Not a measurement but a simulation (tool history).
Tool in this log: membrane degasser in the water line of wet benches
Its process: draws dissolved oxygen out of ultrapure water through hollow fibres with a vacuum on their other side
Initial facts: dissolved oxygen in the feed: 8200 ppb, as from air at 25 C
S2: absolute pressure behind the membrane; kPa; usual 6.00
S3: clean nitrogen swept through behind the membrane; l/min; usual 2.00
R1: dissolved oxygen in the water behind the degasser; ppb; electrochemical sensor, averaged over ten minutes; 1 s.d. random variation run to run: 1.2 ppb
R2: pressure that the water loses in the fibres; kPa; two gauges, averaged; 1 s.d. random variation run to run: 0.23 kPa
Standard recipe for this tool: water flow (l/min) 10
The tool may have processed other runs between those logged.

Run 1, hour 0.0: usual settings. Result: R1 123.7 ppb, R2 59.75 kPa.
Run 2, hour 45.6: usual settings. Result: R1 121.8 ppb, R2 59.44 kPa.
Run 3, hour 158.2: usual settings. Result: R1 121.3 ppb, R2 59.42 kPa.
Run 4, hour 232.9: usual settings. Result: R1 122.6 ppb, R2 59.87 kPa.
Run 5, hour 284.2: usual settings. Result: R1 123.3 ppb, R2 59.31 kPa.
Run 6, hour 349.2: usual settings but S2 3.69 kPa. Result: R1 91.4 ppb, R2 59.75 kPa.
Run 7, hour 455.0: usual settings. Result: R1 120.2 ppb, R2 59.80 kPa.
Run 8, hour 503.9: usual settings. Result: R1 122.4 ppb, R2 59.75 kPa.
Run 9, hour 585.1: usual settings. Result: R1 120.9 ppb, R2 59.43 kPa.
Run 10, hour 634.3: usual settings but S2 8.17 kPa. Result: R1 147.0 ppb, R2 59.60 kPa.
Run 11, hour 695.6: usual settings. Result: R1 120.9 ppb, R2 59.43 kPa.
Run 12, hour 768.4: usual settings. Result: R1 120.9 ppb, R2 59.83 kPa.
Run 13, hour 851.2: usual settings but S3 0.97 l/min. Result: R1 155.8 ppb, R2 59.66 kPa.
Run 14, hour 939.9: usual settings but S3 0.97 l/min. Result: R1 153.0 ppb, R2 59.56 kPa.
Run 15, hour 1007.4: usual settings but S3 0.97 l/min. Result: R1 154.6 ppb, R2 59.91 kPa.
Run 16, hour 1114.3: usual settings but S3 0.97 l/min. Result: R1 153.4 ppb, R2 59.64 kPa.
At hour 1130.0: vacuum gauge calibrated.
Run 17, hour 1209.4: usual settings but S3 0.97 l/min. Result: R1 152.9 ppb, R2 59.07 kPa.
Run 18, hour 1306.1: usual settings but S3 5.67 l/min. Result: R1 100.0 ppb, R2 59.37 kPa.
Run 19, hour 1355.3: usual settings but water flow (l/min) 15, S2 11.78 kPa, S3 4.71 l/min. Result: R1 311.3 ppb, R2 89.38 kPa.
Run 20, hour 1408.0: usual settings but water flow (l/min) 15, S2 11.78 kPa, S3 4.71 l/min. Result: R1 307.5 ppb, R2 89.35 kPa.
Run 21, hour 1474.4: usual settings but water flow (l/min) 15, S2 11.78 kPa, S3 5.87 l/min. Result: R1 300.5 ppb, R2 89.74 kPa.
Run 22, hour 1542.3: usual settings but S2 11.78 kPa, S3 1.43 l/min. Result: R1 226.8 ppb, R2 59.82 kPa.
Run 23, hour 1623.4: usual settings but S2 11.78 kPa, S3 1.43 l/min. Result: R1 225.2 ppb, R2 59.12 kPa.
Run 24, hour 1684.0: usual settings but water flow (l/min) 13, S2 4.73 kPa, S3 3.06 l/min. Result: R1 192.8 ppb, R2 77.94 kPa.
Run 25, hour 1781.5: usual settings but water flow (l/min) 13, S2 4.73 kPa, S3 3.06 l/min. Result: R1 190.6 ppb, R2 77.58 kPa.
Run 26, hour 1878.9: usual settings but water flow (l/min) 13, S2 4.73 kPa, S3 3.06 l/min. Result: R1 189.5 ppb, R2 77.88 kPa.
Run 27, hour 1939.7: usual settings but water flow (l/min) 13, S2 4.73 kPa, S3 3.06 l/min. Result: R1 193.8 ppb, R2 77.78 kPa.
Run 28, hour 2020.7: usual settings but water flow (l/min) 13, S2 4.73 kPa, S3 3.06 l/min. Result: R1 193.8 ppb, R2 77.42 kPa.
Run 29, hour 2085.0: usual settings but water flow (l/min) 14, S3 5.05 l/min. Result: R1 233.2 ppb, R2 83.43 kPa.
Run 30, hour 2176.5: usual settings but water flow (l/min) 8, S3 1.27 l/min. Result: R1 85.4 ppb, R2 47.94 kPa.
Run 31, hour 2244.9: usual settings but water flow (l/min) 13, S2 6.29 kPa, S3 3.10 l/min. Result: R1 207.8 ppb, R2 77.06 kPa.
Run 32, hour 2331.6: usual settings but S2 4.64 kPa. Result: R1 104.7 ppb, R2 59.74 kPa.

4 ways to go on from here, each from the tool as it stands after run 32. What would each give?
Run A, hour 2442.8: usual settings but water flow (l/min) 11, S2 7.91 kPa, S3 0.81 l/min. Result: R1 ?, R2 ?.
Run B, hour 2442.8: usual settings but water flow (l/min) 8, S2 5.66 kPa. Result: R1 ?, R2 ?.
Run C, hour 2442.8: usual settings but water flow (l/min) 13, S2 4.64 kPa. Result: R1 ?, R2 ?.
Run D, hour 2442.8: usual settings but S3 1.41 l/min. Result: R1 ?, R2 ?.

run     R1     R2
  A  260.9  65.74
  B   66.9  47.32
  C  199.4  77.35
  D  134.2  60.13
The same runs, with their run-to-run variation unchanged, on a tool lacking any hidden condition would have given:
run     R1     R2
  A  260.7  65.72
  B   66.8  47.31
  C  199.2  77.32
  D  134.1  60.11
